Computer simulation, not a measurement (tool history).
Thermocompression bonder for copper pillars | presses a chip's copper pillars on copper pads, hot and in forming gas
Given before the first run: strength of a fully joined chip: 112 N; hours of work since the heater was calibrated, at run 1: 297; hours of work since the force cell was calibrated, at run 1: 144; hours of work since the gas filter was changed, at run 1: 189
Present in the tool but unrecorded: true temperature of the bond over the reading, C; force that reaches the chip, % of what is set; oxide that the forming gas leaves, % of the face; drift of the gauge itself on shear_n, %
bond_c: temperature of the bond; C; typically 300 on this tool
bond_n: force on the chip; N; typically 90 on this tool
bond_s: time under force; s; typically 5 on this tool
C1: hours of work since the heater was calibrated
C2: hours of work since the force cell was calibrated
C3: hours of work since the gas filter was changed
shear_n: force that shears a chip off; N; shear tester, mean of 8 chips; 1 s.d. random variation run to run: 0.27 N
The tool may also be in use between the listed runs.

{"run": 1, "hour": 0.0, "bond_c": 300, "bond_n": 90, "bond_s": 5, "C1": 297, "C2": 144, "C3": 189, "shear_n": 62.2}
{"run": 2, "hour": 22.3, "bond_c": 300, "bond_n": 90, "bond_s": 5, "C1": 307, "C2": 154, "C3": 200, "shear_n": 62.1}
{"run": 3, "hour": 49.8, "bond_c": 292, "bond_n": 90, "bond_s": 5, "C1": 320, "C2": 167, "C3": 212, "shear_n": 56.7}
{"run": 4, "hour": 76.5, "bond_c": 292, "bond_n": 90, "bond_s": 5, "C1": 332, "C2": 179, "C3": 225, "shear_n": 56.9}
{"run": 5, "hour": 104.9, "bond_c": 292, "bond_n": 90, "bond_s": 5, "C1": 345, "C2": 192, "C3": 238, "shear_n": 57}
{"run": 6, "hour": 143.9, "bond_c": 292, "bond_n": 90, "bond_s": 5, "C1": 363, "C2": 210, "C3": 256, "shear_n": 56.2}
{"run": 7, "hour": 168.7, "bond_c": 300, "bond_n": 100, "bond_s": 5, "C1": 375, "C2": 222, "C3": 267, "shear_n": 67.3}
{"run": 8, "hour": 197.8, "bond_c": 300, "bond_n": 100, "bond_s": 5, "C1": 388, "C2": 235, "C3": 281, "shear_n": 67.1}
{"run": 9, "hour": 233.5, "bond_c": 300, "bond_n": 100, "bond_s": 5, "C1": 405, "C2": 252, "C3": 297, "shear_n": 66.5}
{"run": 10, "hour": 252.1, "bond_c": 300, "bond_n": 100, "bond_s": 9, "C1": 413, "C2": 260, "C3": 306, "shear_n": 77.1}
{"run": 11, "hour": 281.7, "bond_c": 300, "bond_n": 100, "bond_s": 9, "C1": 427, "C2": 274, "C3": 320, "shear_n": 77.1}
{"run": 12, "hour": 305.1, "bond_c": 300, "bond_n": 100, "bond_s": 9, "C1": 438, "C2": 285, "C3": 331, "shear_n": 76.6}
{"run": 13, "hour": 328.6, "bond_c": 300, "bond_n": 100, "bond_s": 9, "C1": 449, "C2": 296, "C3": 341, "shear_n": 77}
{"run": 14, "hour": 360.5, "bond_c": 316, "bond_n": 100, "bond_s": 9, "C1": 463, "C2": 311, "C3": 356, "shear_n": 84.1}
{"hour": 371.0, "done": "forming gas filter changed"}
{"run": 15, "hour": 381.2, "bond_c": 300, "bond_n": 90, "bond_s": 5, "C1": 473, "C2": 320, "C3": 5, "shear_n": 68.5}
{"run": 16, "hour": 424.6, "bond_c": 300, "bond_n": 90, "bond_s": 6, "C1": 493, "C2": 340, "C3": 25, "shear_n": 72}
{"run": 17, "hour": 451.8, "bond_c": 300, "bond_n": 135, "bond_s": 6, "C1": 505, "C2": 353, "C3": 37, "shear_n": 94.5}
{"hour": 455.5, "done": "force cell calibrated"}
{"run": 18, "hour": 478.4, "bond_c": 300, "bond_n": 135, "bond_s": 6, "C1": 517, "C2": 11, "C3": 49, "shear_n": 94.1}
{"run": 19, "hour": 513.0, "bond_c": 300, "bond_n": 135, "bond_s": 6, "C1": 533, "C2": 27, "C3": 65, "shear_n": 94}
{"run": 20, "hour": 550.8, "bond_c": 300, "bond_n": 135, "bond_s": 3, "C1": 551, "C2": 44, "C3": 82, "shear_n": 82}
{"run": 21, "hour": 589.8, "bond_c": 321, "bond_n": 90, "bond_s": 5, "C1": 569, "C2": 62, "C3": 101, "shear_n": 81.4}
{"run": 22, "hour": 626.1, "bond_c": 291, "bond_n": 107, "bond_s": 4, "C1": 585, "C2": 79, "C3": 117, "shear_n": 68.3}
{"run": 23, "hour": 654.7, "bond_c": 291, "bond_n": 107, "bond_s": 4, "C1": 599, "C2": 92, "C3": 131, "shear_n": 68.6}
{"hour": 673.6, "done": "force cell calibrated, once more"}
{"run": 24, "hour": 685.2, "bond_c": 315, "bond_n": 97, "bond_s": 5, "C1": 612, "C2": 5, "C3": 144, "shear_n": 79.7}
{"run": 25, "hour": 703.0, "bond_c": 307, "bond_n": 90, "bond_s": 3, "C1": 620, "C2": 14, "C3": 152, "shear_n": 60.9}
{"run": 26, "hour": 744.7, "bond_c": 319, "bond_n": 60, "bond_s": 8, "C1": 640, "C2": 33, "C3": 172, "shear_n": 63.8}
{"run": 27, "hour": 774.1, "bond_c": 319, "bond_n": 131, "bond_s": 6, "C1": 653, "C2": 46, "C3": 185, "shear_n": 96.8}
{"run": 28, "hour": 794.8, "bond_c": 295, "bond_n": 90, "bond_s": 5, "C1": 663, "C2": 56, "C3": 195, "shear_n": 63.1}
{"run": 29, "hour": 831.9, "bond_c": 278, "bond_n": 90, "bond_s": 10, "C1": 680, "C2": 73, "C3": 212, "shear_n": 65.3}
{"hour": 862.0, "done": "heater calibrated with a thermocouple chip"}
{"run": 30, "hour": 870.4, "bond_c": 295, "bond_n": 109, "bond_s": 7, "C1": 4, "C2": 90, "C3": 229, "shear_n": 73.7}
{"run": 31, "hour": 893.3, "bond_c": 310, "bond_n": 58, "bond_s": 6, "C1": 14, "C2": 101, "C3": 239, "shear_n": 45.4}
{"run": 32, "hour": 911.1, "bond_c": 290, "bond_n": 55, "bond_s": 5, "C1": 23, "C2": 109, "C3": 248, "shear_n": 30.2}
{"run": 33, "hour": 945.9, "bond_c": 290, "bond_n": 55, "bond_s": 4, "C1": 39, "C2": 125, "C3": 264, "shear_n": 27.8}
{"run": 34, "hour": 982.8, "bond_c": 290, "bond_n": 55, "bond_s": 4, "C1": 56, "C2": 142, "C3": 281, "shear_n": 27.9}
{"run": 35, "hour": 1023.0, "bond_c": 290, "bond_n": 55, "bond_s": 4, "C1": 75, "C2": 161, "C3": 299, "shear_n": 28}
{"run": 36, "hour": 1060.0, "bond_c": 306, "bond_n": 54, "bond_s": 5, "C1": 92, "C2": 178, "C3": 317, "shear_n": 36.9}
{"run": 37, "hour": 1090.0, "bond_c": 306, "bond_n": 95, "bond_s": 5, "C1": 106, "C2": 192, "C3": 330, "shear_n": 64.6}
{"run": 38, "hour": 1127.3, "bond_c": 306, "bond_n": 95, "bond_s": 5, "C1": 123, "C2": 209, "C3": 348, "shear_n": 65.1}
{"hour": 1156.8, "done": "forming gas filter changed"}
{"run": 39, "hour": 1169.4, "bond_c": 306, "bond_n": 59, "bond_s": 5, "C1": 142, "C2": 228, "C3": 6, "shear_n": 46.1}

Here are 5 independent what-if runs from the current tool condition. What would each one return?
{"run": "A", "hour": 1207.1, "bond_c": 313, "bond_n": 59, "bond_s": 8, "C1": 159, "C2": 246, "C3": 23, "shear_n": "?"}
{"run": "B", "hour": 1207.1, "bond_c": 273, "bond_n": 78, "bond_s": 3, "C1": 159, "C2": 246, "C3": 23, "shear_n": "?"}
{"run": "C", "hour": 1207.1, "bond_c": 300, "bond_n": 74, "bond_s": 6, "C1": 159, "C2": 246, "C3": 23, "shear_n": "?"}
{"run": "D", "hour": 1207.1, "bond_c": 281, "bond_n": 90, "bond_s": 5, "C1": 159, "C2": 246, "C3": 23, "shear_n": "?"}
{"run": "E", "hour": 1207.1, "bond_c": 306, "bond_n": 85, "bond_s": 5, "C1": 159, "C2": 246, "C3": 23, "shear_n": "?"}

run=A shear_n=58.8
run=B shear_n=33.7
run=C shear_n=57.9
run=D shear_n=53.5
run=E shear_n=66.4
With no hidden state in the tool, these same runs would have given:
run=A shear_n=56.3
run=B shear_n=31.6
run=C shear_n=55.2
run=D shear_n=50.9
run=E shear_n=63.8
